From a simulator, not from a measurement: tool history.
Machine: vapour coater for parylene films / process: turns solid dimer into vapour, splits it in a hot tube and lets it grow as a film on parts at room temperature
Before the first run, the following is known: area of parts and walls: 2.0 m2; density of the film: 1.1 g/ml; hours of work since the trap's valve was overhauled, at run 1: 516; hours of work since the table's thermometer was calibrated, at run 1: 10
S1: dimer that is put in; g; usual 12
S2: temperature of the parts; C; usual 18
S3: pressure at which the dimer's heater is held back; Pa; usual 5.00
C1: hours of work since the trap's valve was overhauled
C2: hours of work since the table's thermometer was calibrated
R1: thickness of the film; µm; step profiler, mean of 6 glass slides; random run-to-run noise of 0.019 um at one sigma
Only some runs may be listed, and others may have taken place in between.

run 1 hour=0.0 | S1=12 S2=18 S3=5.00 | C1=516 C2=10 | R1=2.32
run 2 hour=31.0 | S1=12 S2=18 S3=5.00 | C1=530 C2=24 | R1=2.32
run 3 hour=82.6 | S1=12 S2=18 S3=7.11 | C1=553 C2=47 | R1=2.09
run 4 hour=110.5 | S1=12 S2=18 S3=7.11 | C1=566 C2=60 | R1=2.08
-- hour=155.7 trap's valve overhauled
run 5 hour=177.9 | S1=12 S2=18 S3=7.11 | C1=10 C2=88 | R1=2.36
run 6 hour=226.9 | S1=12 S2=18 S3=3.13 | C1=32 C2=110 | R1=2.88
run 7 hour=259.4 | S1=12 S2=18 S3=3.13 | C1=47 C2=125 | R1=2.88
run 8 hour=317.0 | S1=12 S2=18 S3=6.18 | C1=73 C2=151 | R1=2.40
run 9 hour=375.8 | S1=12 S2=18 S3=5.00 | C1=100 C2=178 | R1=2.52
run 10 hour=434.0 | S1=12 S2=18 S3=5.00 | C1=126 C2=204 | R1=2.52
run 11 hour=472.2 | S1=12 S2=18 S3=5.00 | C1=143 C2=221 | R1=2.53
run 12 hour=533.8 | S1=12 S2=18 S3=5.00 | C1=171 C2=249 | R1=2.54
run 13 hour=582.8 | S1=12 S2=18 S3=5.00 | C1=193 C2=271 | R1=2.53
run 14 hour=627.3 | S1=12 S2=30 S3=5.00 | C1=213 C2=292 | R1=1.40
run 15 hour=661.3 | S1=12 S2=30 S3=5.00 | C1=229 C2=307 | R1=1.40
run 16 hour=701.9 | S1=8 S2=12 S3=2.98 | C1=247 C2=325 | R1=2.47
run 17 hour=739.1 | S1=12 S2=18 S3=2.77 | C1=264 C2=342 | R1=2.89
run 18 hour=765.8 | S1=14 S2=14 S3=2.77 | C1=276 C2=354 | R1=4.02
-- hour=771.2 table's thermometer calibrated
run 19 hour=824.0 | S1=6 S2=10 S3=5.00 | C1=302 C2=24 | R1=1.80
run 20 hour=880.4 | S1=12 S2=20 S3=11.24 | C1=327 C2=49 | R1=1.82
run 21 hour=939.4 | S1=12 S2=20 S3=11.24 | C1=354 C2=76 | R1=1.81
run 22 hour=991.7 | S1=20 S2=10 S3=5.47 | C1=378 C2=100 | R1=5.78
run 23 hour=1028.1 | S1=18 S2=14 S3=5.00 | C1=394 C2=116 | R1=4.47
-- hour=1045.0 table's thermometer calibrated, once more
run 24 hour=1074.5 | S1=18 S2=14 S3=5.00 | C1=415 C2=13 | R1=4.24
run 25 hour=1134.8 | S1=10 S2=12 S3=2.38 | C1=442 C2=41 | R1=3.14
run 26 hour=1181.4 | S1=10 S2=12 S3=2.38 | C1=463 C2=62 | R1=3.07
run 27 hour=1230.9 | S1=5 S2=17 S3=5.00 | C1=486 C2=84 | R1=1.02

Consider 4 possible next runs. They are alternatives, not a sequence: every one starts from the tool as it was left by run 27. What does each give?
run A hour=1267.9 | S1=11 S2=20 S3=4.28 | C1=502 C2=101 | R1=?
run B hour=1267.9 | S1=9 S2=27 S3=6.18 | C1=502 C2=101 | R1=?
run C hour=1267.9 | S1=12 S2=18 S3=6.60 | C1=502 C2=101 | R1=?
run D hour=1267.9 | S1=12 S2=28 S3=7.98 | C1=502 C2=101 | R1=?

run=A R1=2.02
run=B R1=1.06
run=C R1=2.18
run=D R1=1.32
What these runs would have given with no unlogged condition in the tool:
run=A R1=2.26
run=B R1=1.19
run=C R1=2.44
run=D R1=1.47

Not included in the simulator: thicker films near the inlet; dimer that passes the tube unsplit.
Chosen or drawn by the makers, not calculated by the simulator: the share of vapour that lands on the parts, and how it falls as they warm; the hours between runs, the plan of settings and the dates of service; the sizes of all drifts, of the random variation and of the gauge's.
